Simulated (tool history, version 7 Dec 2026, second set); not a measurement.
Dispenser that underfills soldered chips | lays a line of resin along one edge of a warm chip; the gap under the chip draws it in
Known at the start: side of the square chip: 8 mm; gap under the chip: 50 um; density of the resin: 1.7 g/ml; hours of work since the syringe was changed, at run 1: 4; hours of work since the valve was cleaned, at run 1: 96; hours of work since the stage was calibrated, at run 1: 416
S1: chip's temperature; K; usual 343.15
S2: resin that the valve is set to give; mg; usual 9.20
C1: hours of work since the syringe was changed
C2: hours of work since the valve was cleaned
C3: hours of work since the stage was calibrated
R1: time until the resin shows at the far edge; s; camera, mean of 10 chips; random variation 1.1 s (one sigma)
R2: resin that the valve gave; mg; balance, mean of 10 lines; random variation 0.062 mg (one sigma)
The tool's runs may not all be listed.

run,hour,S1,S2,C1,C2,C3,R1,R2
1,0.0,343.15,9.20,4,96,416,140.3,8.58
# hour 8.8: new syringe of resin
2,13.2,343.15,10.03,3,105,425,132.4,9.35
3,19.5,343.15,10.03,7,109,429,166.2,9.35
# hour 24.0: new syringe of resin
4,32.5,343.15,10.03,6,118,438,152.6,9.16
# hour 39.5: new syringe of resin
5,43.0,345.15,10.03,2,125,445,121.6,9.23
# hour 50.3: dispensing valve cleaned and set on the balance
6,51.6,343.15,9.20,8,1,450,166.4,9.09
# hour 56.1: new syringe of resin
7,64.7,343.15,9.20,6,10,459,155.8,9.16
# hour 71.6: new syringe of resin
8,74.7,332.15,9.20,2,16,466,181.4,9.07
9,84.0,343.15,9.20,8,23,472,182.4,9.07
# hour 86.4: new syringe of resin
10,94.5,343.15,9.20,6,30,479,149.3,9.05
# hour 101.4: new syringe of resin
11,106.6,352.15,9.20,4,38,487,103.7,9.02
12,113.2,352.15,9.20,8,42,492,132.6,8.95
# hour 116.3: new syringe of resin
13,122.4,343.15,10.15,4,48,498,146.5,9.68
# hour 131.6: new syringe of resin
14,136.9,343.15,10.15,4,58,508,141.5,9.61
15,143.5,332.15,9.20,8,63,512,248.7,8.80
# hour 146.2: new syringe of resin
16,152.1,332.15,9.20,4,68,518,207.0,8.76
# hour 160.9: new syringe of resin
17,165.9,349.15,9.20,3,78,527,113.3,8.68
18,174.4,358.15,8.59,9,83,533,120.2,8.05
# hour 176.0: new syringe of resin
19,187.8,358.15,8.59,8,92,542,118.2,7.96
# hour 190.9: new syringe of resin
20,197.1,355.15,9.29,4,99,548,99.5,8.66
# hour 205.7: new syringe of resin
21,207.6,355.15,9.29,1,106,555,89.2,8.59
# hour 220.9: new syringe of resin
22,221.6,330.15,9.16,0,115,564,184.1,8.49
23,230.9,343.15,10.17,7,121,571,164.6,9.30
# hour 235.7: new syringe of resin
24,241.6,339.15,8.96,4,129,578,166.3,8.25
# hour 243.4: dispensing valve cleaned and set on the balance
25,250.2,343.15,9.36,9,5,583,185.9,9.23
# hour 252.1: new syringe of resin
26,261.3,334.15,9.60,6,12,591,219.5,9.44
# hour 266.8: new syringe of resin
27,270.7,334.15,9.60,3,18,597,182.0,9.54
# hour 282.1: new syringe of resin
28,285.9,334.15,9.60,3,29,607,181.3,9.48
29,293.1,331.15,9.77,8,33,612,263.3,9.45
# hour 296.9: new syringe of resin
30,301.0,329.15,7.96,3,39,617,221.0,7.69
# hour 312.0: new syringe of resin
31,313.1,340.15,7.84,1,47,625,139.6,7.58
# hour 327.1: new syringe of resin
32,327.1,340.15,7.84,0,56,635,132.1,7.56
33,339.8,340.15,7.84,9,65,643,214.8,7.49

Hidden state or all else? Some run-to-run changes of R1, split into what the settings, what came in and random variation would give without the hidden state, and what is left for the hidden state (with any gauge scatter that isn't in both results):
The hidden state here: resin's viscosity, % of fresh resin's; dose that the valve gives, % of what is set; true chip temperature over the reading, C; drift of the gauge itself on fill_s, %; drift of the gauge itself on given_mg, %.
Run 14 -> 15: S1 343.15 -> 332.15, S2 10.15 -> 9.20. R1 +107.2 s: hidden state +68.1, all else +39.1.
Run 16 -> 17: S1 332.15 -> 349.15, new syringe of resin. R1 -93.7 s: hidden state -32.1, all else -61.6.
Run 21 -> 22: S1 355.15 -> 330.15, S2 9.29 -> 9.16, new syringe of resin. R1 +94.9 s: hidden state +10.3, all else +84.6.
Run 28 -> 29: S1 334.15 -> 331.15, S2 9.60 -> 9.77. R1 +82.0 s: hidden state +65.8, all else +16.2.
Run 32 -> 33: no setting changed, nothing entered. R1 +82.7 s: hidden state +79.3, all else +3.4.

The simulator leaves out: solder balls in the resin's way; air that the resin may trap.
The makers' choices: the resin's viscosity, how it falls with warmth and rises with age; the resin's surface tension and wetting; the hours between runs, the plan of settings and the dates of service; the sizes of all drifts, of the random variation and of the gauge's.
